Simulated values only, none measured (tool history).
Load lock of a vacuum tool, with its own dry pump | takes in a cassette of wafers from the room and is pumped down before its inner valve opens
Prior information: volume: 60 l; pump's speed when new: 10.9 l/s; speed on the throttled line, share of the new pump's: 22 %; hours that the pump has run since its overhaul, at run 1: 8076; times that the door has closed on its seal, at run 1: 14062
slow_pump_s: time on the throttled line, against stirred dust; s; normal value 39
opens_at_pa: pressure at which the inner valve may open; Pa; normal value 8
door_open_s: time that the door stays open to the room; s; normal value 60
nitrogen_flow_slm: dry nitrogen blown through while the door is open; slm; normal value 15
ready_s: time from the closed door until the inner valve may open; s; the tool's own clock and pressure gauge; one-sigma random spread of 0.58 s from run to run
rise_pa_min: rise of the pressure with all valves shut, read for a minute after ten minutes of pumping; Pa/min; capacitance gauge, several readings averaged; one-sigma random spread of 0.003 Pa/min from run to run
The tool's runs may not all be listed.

run    hour  slow_pump_s  opens_at_pa  door_open_s  nitrogen_flow_slm  hours that the pump has run since its overhaul  times that the door has closed on its seal  incoming humidity of the room's air, %  ready_s  rise_pa_min
  1     0.0           39            8           60                 15                                            8076                                       14062                                    47.4     91.1        0.131
  2   106.2           39            8           60                 15                                            8182                                       14369                                    45.6     91.3        0.127
  3   231.4           39            8           60                 15                                            8307                                       14732                                    44.2     91.7        0.136
  4   384.0           39            8           60                 15                                            8460                                       15173                                    44.0     92.0        0.136
  5   482.8           39            8           60                 15                                            8558                                       15459                                    46.6     93.3        0.146
  6   609.9           39            8           60                 15                                            8685                                       15827                                    44.7     93.3        0.139
  7   707.8           31            8           60                 15                                            8783                                       16110                                    45.5     87.5        0.145
  8   873.2           31            8           60                 15                                            8949                                       16589                                    40.6     87.1        0.143
  9   970.2           31            8           60                 15                                            9046                                       16869                                    48.3     88.2        0.155
 10  1052.7           31            8           60                 15                                            9128                                       17108                                    45.2     86.3        0.157
 11  1166.3           39            8           60                 15                                            9242                                       17437                                    41.3     94.9        0.155
 12  1297.2           39            8           60                 15                                            9373                                       17815                                    46.6     93.4        0.161
 13  1389.8           39            8           60                 15                                            9465                                       18083                                    43.9     93.7        0.167
 14  1499.8           39            8           60                 15                                            9575                                       18402                                    48.0     95.0        0.173
 15  1630.2           39            8           60                 15                                            9706                                       18779                                    47.2     94.9        0.180
 16  1777.3           39            8           60                 15                                            9853                                       19204                                    46.9     94.3        0.178
 17  1875.3           55            8          177                 18                                            9951                                       19488                                    49.4    105.2        0.210
 18  1967.6           35            8           60                 22                                           10043                                       19755                                    45.4     92.1        0.177
 19  2092.9           39            8          173                 21                                           10168                                       20118                                    45.1     93.7        0.209
 20  2178.8           30           15           47                  9                                           10254                                       20366                                    49.2     84.0        0.196
 21  2339.1           39            8          140                 15                                           10415                                       20830                                    42.6     94.9        0.218
 22  2486.0           21            8           60                 15                                           10562                                       21255                                    43.5     82.7        0.201
 23  2625.2           21            6           60                 15                                           10701                                       21658                                    48.7     85.4        0.211
 24  2774.7           21            6           60                 15                                           10850                                       22090                                    39.7     86.7        0.207
 25  2942.3           32           12           77                 27                                           11018                                       22575                                    42.9     87.9        0.209
 26  3029.7           73            8           60                 15                                           11105                                       22828                                    45.9    120.8        0.223
 27  3138.3           38            7           60                 15                                           11214                                       23142                                    47.8     96.6        0.228
 28  3278.1           38            7           60                 15                                           11354                                       23547                                    43.7     98.1        0.227
 29  3351.8           38            7           60                 15                                           11427                                       23760                                    43.9     97.7        0.237

Predict each of these 3 candidate next runs independently; none follows another, all start after run 29:
  A  3519.5           22            7          107                  6                                           11595                                       24245                                    45.7        ?            ?
  B  3519.5           38            7           60                 29                                           11595                                       24245                                    45.4        ?            ?
  C  3519.5           38            7          154                 15                                           11595                                       24245                                    44.3        ?            ?

run  ready_s  rise_pa_min
  A     85.4        0.283
  B     97.5        0.227
  C     98.4        0.273
Stripped of hidden state, with their random variation kept, the same runs would have yielded:
run  ready_s  rise_pa_min
  A     69.8        0.086
  B     82.9        0.034
  C     83.6        0.076
